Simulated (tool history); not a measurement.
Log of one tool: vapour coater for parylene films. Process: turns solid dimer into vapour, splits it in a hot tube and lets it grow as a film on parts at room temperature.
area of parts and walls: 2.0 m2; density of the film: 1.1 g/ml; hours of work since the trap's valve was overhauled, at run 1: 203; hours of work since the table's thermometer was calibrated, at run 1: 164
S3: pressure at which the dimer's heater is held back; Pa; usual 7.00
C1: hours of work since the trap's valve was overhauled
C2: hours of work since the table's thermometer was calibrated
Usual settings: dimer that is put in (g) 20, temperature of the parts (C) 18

Run 1, hour 0.0: usual settings; C1 203; C2 164. Result: thickness of the film (µm) 3.81.
At hour 36.3: trap's valve overhauled.
Run 2, hour 36.3: usual settings; C1 0; C2 179. Result: thickness of the film (µm) 3.46.
Run 3, hour 58.5: usual settings; C1 10; C2 188. Result: thickness of the film (µm) 3.38.
Run 4, hour 81.7: usual settings; C1 20; C2 199. Result: thickness of the film (µm) 3.42.
At hour 101.7: trap's valve overhauled, once more.
Run 5, hour 116.2: usual settings; C1 6; C2 212. Result: thickness of the film (µm) 4.39.
Run 6, hour 131.7: usual settings; C1 13; C2 219. Result: thickness of the film (µm) 4.35.
Run 7, hour 152.3: usual settings; C1 23; C2 229. Result: thickness of the film (µm) 4.29.
Run 8, hour 172.8: usual settings; C1 32; C2 238. Result: thickness of the film (µm) 4.31.
Run 9, hour 193.4: usual settings; C1 41; C2 247. Result: thickness of the film (µm) 4.21.
Run 10, hour 218.4: usual settings; C1 52; C2 258. Result: thickness of the film (µm) 4.15.
Run 11, hour 238.7: usual settings; C1 61; C2 267. Result: thickness of the film (µm) 4.20.
Run 12, hour 268.9: usual settings; C1 75; C2 281. Result: thickness of the film (µm) 4.10.
Run 13, hour 284.5: usual settings; C1 82; C2 288. Result: thickness of the film (µm) 4.15.
Run 14, hour 312.1: usual settings; C1 94; C2 300. Result: thickness of the film (µm) 4.12.
Run 15, hour 333.5: usual settings; C1 103; C2 309. Result: thickness of the film (µm) 4.02.
Run 16, hour 347.2: usual settings; C1 110; C2 315. Result: thickness of the film (µm) 4.10.
Run 17, hour 364.9: usual settings; C1 117; C2 323. Result: thickness of the film (µm) 4.04.
Run 18, hour 393.2: usual settings but temperature of the parts (C) 21; C1 130; C2 336. Result: thickness of the film (µm) 3.68.
Run 19, hour 412.3: usual settings but temperature of the parts (C) 21; C1 139; C2 345. Result: thickness of the film (µm) 3.71.
Run 20, hour 434.5: usual settings but temperature of the parts (C) 21; C1 148; C2 354. Result: thickness of the film (µm) 3.57.
Run 21, hour 467.0: usual settings but temperature of the parts (C) 21; C1 163; C2 369. Result: thickness of the film (µm) 3.60.
Run 22, hour 480.9: usual settings but temperature of the parts (C) 21; C1 169; C2 375. Result: thickness of the film (µm) 3.57.
Run 23, hour 505.0: usual settings but temperature of the parts (C) 21; C1 180; C2 386. Result: thickness of the film (µm) 3.59.
Run 24, hour 535.7: usual settings but temperature of the parts (C) 21, S3 3.54 Pa; C1 194; C2 400. Result: thickness of the film (µm) 3.71.
Run 25, hour 550.8: usual settings but temperature of the parts (C) 28, S3 10.73 Pa; C1 200; C2 406. Result: thickness of the film (µm) 2.90.
Run 26, hour 582.3: usual settings but temperature of the parts (C) 28, S3 10.73 Pa; C1 214; C2 420. Result: thickness of the film (µm) 2.81.
At hour 594.5: trap's valve overhauled.
Run 27, hour 602.7: usual settings but temperature of the parts (C) 28, S3 10.73 Pa; C1 4; C2 428. Result: thickness of the film (µm) 3.25.
Run 28, hour 632.0: usual settings but dimer that is put in (g) 16, temperature of the parts (C) 28, S3 8.34 Pa; C1 17; C2 441. Result: thickness of the film (µm) 2.60.
Run 29, hour 663.8: usual settings but dimer that is put in (g) 13, temperature of the parts (C) 13, S3 8.34 Pa; C1 31; C2 455. Result: thickness of the film (µm) 3.04.
Run 30, hour 691.1: usual settings but temperature of the parts (C) 14, S3 10.00 Pa; C1 43; C2 467. Result: thickness of the film (µm) 4.53.
Run 31, hour 720.9: usual settings but dimer that is put in (g) 33, temperature of the parts (C) 14, S3 10.00 Pa; C1 56; C2 480. Result: thickness of the film (µm) 7.34.
Run 32, hour 738.4: usual settings but dimer that is put in (g) 33, temperature of the parts (C) 14, S3 10.00 Pa; C1 64; C2 488. Result: thickness of the film (µm) 7.23.
Run 33, hour 765.3: usual settings but dimer that is put in (g) 33, temperature of the parts (C) 14, S3 10.00 Pa; C1 76; C2 500. Result: thickness of the film (µm) 7.26.
Run 34, hour 795.0: usual settings but dimer that is put in (g) 33, temperature of the parts (C) 11, S3 3.48 Pa; C1 89; C2 514. Result: thickness of the film (µm) 8.39.
Run 35, hour 827.5: usual settings but dimer that is put in (g) 33, temperature of the parts (C) 11, S3 3.48 Pa; C1 104; C2 528. Result: thickness of the film (µm) 8.22.
Run 36, hour 848.9: usual settings but dimer that is put in (g) 27, temperature of the parts (C) 13, S3 2.77 Pa; C1 113; C2 538. Result: thickness of the film (µm) 6.51.
Run 37, hour 877.7: usual settings but dimer that is put in (g) 27, temperature of the parts (C) 13, S3 2.77 Pa; C1 126; C2 550. Result: thickness of the film (µm) 6.43.
Run 38, hour 907.7: usual settings but dimer that is put in (g) 27, temperature of the parts (C) 13, S3 2.77 Pa; C1 140; C2 564. Result: thickness of the film (µm) 6.39.
Run 39, hour 937.9: usual settings but dimer that is put in (g) 10, temperature of the parts (C) 13, S3 7.03 Pa; C1 153; C2 577. Result: thickness of the film (µm) 2.20.
Run 40, hour 969.2: usual settings but dimer that is put in (g) 10, temperature of the parts (C) 13, S3 7.03 Pa; C1 167; C2 591. Result: thickness of the film (µm) 2.10.
Run 41, hour 1001.4: usual settings but dimer that is put in (g) 12, temperature of the parts (C) 27, S3 4.90 Pa; C1 182; C2 606. Result: thickness of the film (µm) 1.86.
Run 42, hour 1015.4: usual settings but dimer that is put in (g) 12, temperature of the parts (C) 12, S3 2.92 Pa; C1 188; C2 612. Result: thickness of the film (µm) 2.87.
Run 43, hour 1037.5: usual settings but dimer that is put in (g) 31, S3 3.77 Pa; C1 198; C2 622. Result: thickness of the film (µm) 6.07.
Run 44, hour 1051.3: usual settings but dimer that is put in (g) 31, temperature of the parts (C) 12, S3 3.77 Pa; C1 204; C2 628. Result: thickness of the film (µm) 7.02.
Run 45, hour 1075.6: usual settings but dimer that is put in (g) 31, temperature of the parts (C) 12, S3 3.77 Pa; C1 215; C2 639. Result: thickness of the film (µm) 6.95.
At hour 1087.6: trap's valve overhauled.
Run 46, hour 1092.9: usual settings but temperature of the parts (C) 11, S3 2.43 Pa; C1 2; C2 645. Result: thickness of the film (µm) 5.55.

Some steps in thickness of the film (µm) between neighbouring runs. How much of each would the tool show without its hidden state too (settings, what came in, random variation), and how much is left for the hidden state, with any gauge scatter that isn't in both results?
The hidden state here: vapour lost through the trap's worn valve, %; true temperature of the parts over the reading, C; drift of the gauge itself on film_um, %.
Run 4 -> 5: trap's valve overhauled, once more. thickness of the film (µm) +0.97: hidden state +0.91, all else +0.06.
Run 30 -> 31: dimer that is put in (g) 20 -> 33. thickness of the film (µm) +2.81: hidden state -0.21, all else +3.02.
Run 38 -> 39: dimer that is put in (g) 27 -> 10, S3 2.77 -> 7.03. thickness of the film (µm) -4.19: hidden state +0.50, all else -4.69.
Run 42 -> 43: dimer that is put in (g) 12 -> 31, temperature of the parts (C) 12 -> 18, S3 2.92 -> 3.77. thickness of the film (µm) +3.20: hidden state -0.59, all else +3.79.
Run 45 -> 46: dimer that is put in (g) 31 -> 20, temperature of the parts (C) 12 -> 11, S3 3.77 -> 2.43, trap's valve overhauled. thickness of the film (µm) -1.40: hidden state +1.22, all else -2.62.
